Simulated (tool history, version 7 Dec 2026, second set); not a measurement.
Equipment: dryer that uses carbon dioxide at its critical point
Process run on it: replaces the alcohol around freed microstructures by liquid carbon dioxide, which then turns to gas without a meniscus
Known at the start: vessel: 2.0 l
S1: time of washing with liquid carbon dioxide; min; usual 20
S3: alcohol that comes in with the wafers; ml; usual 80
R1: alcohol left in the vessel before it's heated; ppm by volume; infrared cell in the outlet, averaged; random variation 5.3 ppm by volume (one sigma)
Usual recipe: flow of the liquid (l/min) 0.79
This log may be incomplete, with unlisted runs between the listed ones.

{"run": 1, "hour": 0.0, "S1": 20, "flow of the liquid (l/min)": 0.79, "S3": 80, "R1": 300}
{"run": 2, "hour": 7.2, "S1": 20, "flow of the liquid (l/min)": 0.79, "S3": 80, "R1": 290}
{"hour": 12.8, "done": "inlet filter changed"}
{"run": 3, "hour": 17.5, "S1": 20, "flow of the liquid (l/min)": 0.79, "S3": 80, "R1": 152}
{"run": 4, "hour": 25.4, "S1": 15, "flow of the liquid (l/min)": 0.79, "S3": 80, "R1": 574}
{"run": 5, "hour": 35.3, "S1": 15, "flow of the liquid (l/min)": 0.79, "S3": 80, "R1": 561}
{"run": 6, "hour": 42.0, "S1": 15, "flow of the liquid (l/min)": 0.79, "S3": 80, "R1": 558}
{"run": 7, "hour": 49.6, "S1": 20, "flow of the liquid (l/min)": 0.599, "S3": 80, "R1": 537}
{"run": 8, "hour": 57.2, "S1": 20, "flow of the liquid (l/min)": 0.599, "S3": 80, "R1": 518}
{"run": 9, "hour": 64.6, "S1": 20, "flow of the liquid (l/min)": 0.599, "S3": 80, "R1": 558}
{"run": 10, "hour": 72.5, "S1": 20, "flow of the liquid (l/min)": 0.79, "S3": 80, "R1": 171}
{"run": 11, "hour": 77.1, "S1": 20, "flow of the liquid (l/min)": 0.79, "S3": 80, "R1": 169}
{"run": 12, "hour": 81.5, "S1": 20, "flow of the liquid (l/min)": 0.79, "S3": 80, "R1": 167}
{"run": 13, "hour": 90.4, "S1": 20, "flow of the liquid (l/min)": 0.79, "S3": 80, "R1": 179}
{"run": 14, "hour": 97.3, "S1": 20, "flow of the liquid (l/min)": 0.79, "S3": 80, "R1": 173}
{"run": 15, "hour": 103.1, "S1": 16, "flow of the liquid (l/min)": 0.79, "S3": 80, "R1": 454}
{"run": 16, "hour": 113.1, "S1": 16, "flow of the liquid (l/min)": 0.79, "S3": 80, "R1": 466}
{"run": 17, "hour": 119.2, "S1": 20, "flow of the liquid (l/min)": 0.79, "S3": 35, "R1": 95}
{"run": 18, "hour": 128.4, "S1": 20, "flow of the liquid (l/min)": 0.79, "S3": 68, "R1": 160}
{"run": 19, "hour": 132.7, "S1": 20, "flow of the liquid (l/min)": 0.79, "S3": 68, "R1": 160}
{"run": 20, "hour": 141.4, "S1": 20, "flow of the liquid (l/min)": 0.79, "S3": 68, "R1": 165}
{"run": 21, "hour": 146.5, "S1": 20, "flow of the liquid (l/min)": 0.79, "S3": 68, "R1": 162}
{"run": 22, "hour": 153.7, "S1": 22, "flow of the liquid (l/min)": 0.79, "S3": 68, "R1": 112}
{"run": 23, "hour": 158.4, "S1": 22, "flow of the liquid (l/min)": 0.79, "S3": 68, "R1": 115}
{"run": 24, "hour": 163.6, "S1": 27, "flow of the liquid (l/min)": 0.79, "S3": 68, "R1": 62}
{"run": 25, "hour": 171.7, "S1": 20, "flow of the liquid (l/min)": 0.553, "S3": 80, "R1": 813}
{"run": 26, "hour": 178.3, "S1": 17, "flow of the liquid (l/min)": 1.031, "S3": 40, "R1": 89}
{"run": 27, "hour": 185.6, "S1": 17, "flow of the liquid (l/min)": 1.031, "S3": 28, "R1": 77}
{"run": 28, "hour": 195.8, "S1": 17, "flow of the liquid (l/min)": 1.031, "S3": 28, "R1": 72}
{"run": 29, "hour": 202.5, "S1": 17, "flow of the liquid (l/min)": 1.031, "S3": 28, "R1": 77}
{"run": 30, "hour": 210.1, "S1": 17, "flow of the liquid (l/min)": 1.031, "S3": 28, "R1": 77}
{"run": 31, "hour": 216.7, "S1": 17, "flow of the liquid (l/min)": 0.79, "S3": 63, "R1": 324}
{"run": 32, "hour": 223.0, "S1": 17, "flow of the liquid (l/min)": 0.79, "S3": 63, "R1": 331}
{"run": 33, "hour": 230.5, "S1": 26, "flow of the liquid (l/min)": 1.191, "S3": 63, "R1": 55}
{"run": 34, "hour": 237.9, "S1": 15, "flow of the liquid (l/min)": 1.335, "S3": 37, "R1": 70}
{"run": 35, "hour": 245.7, "S1": 14, "flow of the liquid (l/min)": 1.066, "S3": 22, "R1": 107}
{"run": 36, "hour": 254.8, "S1": 25, "flow of the liquid (l/min)": 0.863, "S3": 22, "R1": 65}
{"run": 37, "hour": 263.8, "S1": 23, "flow of the liquid (l/min)": 0.907, "S3": 25, "R1": 58}
{"run": 38, "hour": 268.9, "S1": 18, "flow of the liquid (l/min)": 1.306, "S3": 35, "R1": 60}
{"run": 39, "hour": 278.8, "S1": 18, "flow of the liquid (l/min)": 1.306, "S3": 35, "R1": 59}
{"run": 40, "hour": 288.1, "S1": 25, "flow of the liquid (l/min)": 0.79, "S3": 80, "R1": 99}
{"run": 41, "hour": 295.8, "S1": 16, "flow of the liquid (l/min)": 0.633, "S3": 80, "R1": 1226}
{"run": 42, "hour": 304.6, "S1": 16, "flow of the liquid (l/min)": 0.633, "S3": 80, "R1": 1235}
{"run": 43, "hour": 311.6, "S1": 16, "flow of the liquid (l/min)": 0.945, "S3": 80, "R1": 279}
{"run": 44, "hour": 318.7, "S1": 21, "flow of the liquid (l/min)": 1.049, "S3": 80, "R1": 86}
{"run": 45, "hour": 326.4, "S1": 25, "flow of the liquid (l/min)": 0.79, "S3": 80, "R1": 104}
{"run": 46, "hour": 336.1, "S1": 20, "flow of the liquid (l/min)": 0.79, "S3": 58, "R1": 186}
{"run": 47, "hour": 343.9, "S1": 26, "flow of the liquid (l/min)": 0.658, "S3": 80, "R1": 178}

Forecast each of these 4 alternatives for the next run:
{"run": "A", "hour": 353.8, "S1": 22, "flow of the liquid (l/min)": 0.658, "S3": 54, "R1": "?"}
{"run": "B", "hour": 353.8, "S1": 19, "flow of the liquid (l/min)": 1.2, "S3": 79, "R1": "?"}
{"run": "C", "hour": 353.8, "S1": 31, "flow of the liquid (l/min)": 0.658, "S3": 80, "R1": "?"}
{"run": "D", "hour": 353.8, "S1": 20, "flow of the liquid (l/min)": 0.658, "S3": 70, "R1": "?"}

run=A R1=249
run=B R1=82
run=C R1=97
run=D R1=434
The same runs, with their run-to-run variation unchanged, on a tool lacking any hidden condition would have given:
run=A R1=136
run=B R1=16
run=C R1=23
run=D R1=276

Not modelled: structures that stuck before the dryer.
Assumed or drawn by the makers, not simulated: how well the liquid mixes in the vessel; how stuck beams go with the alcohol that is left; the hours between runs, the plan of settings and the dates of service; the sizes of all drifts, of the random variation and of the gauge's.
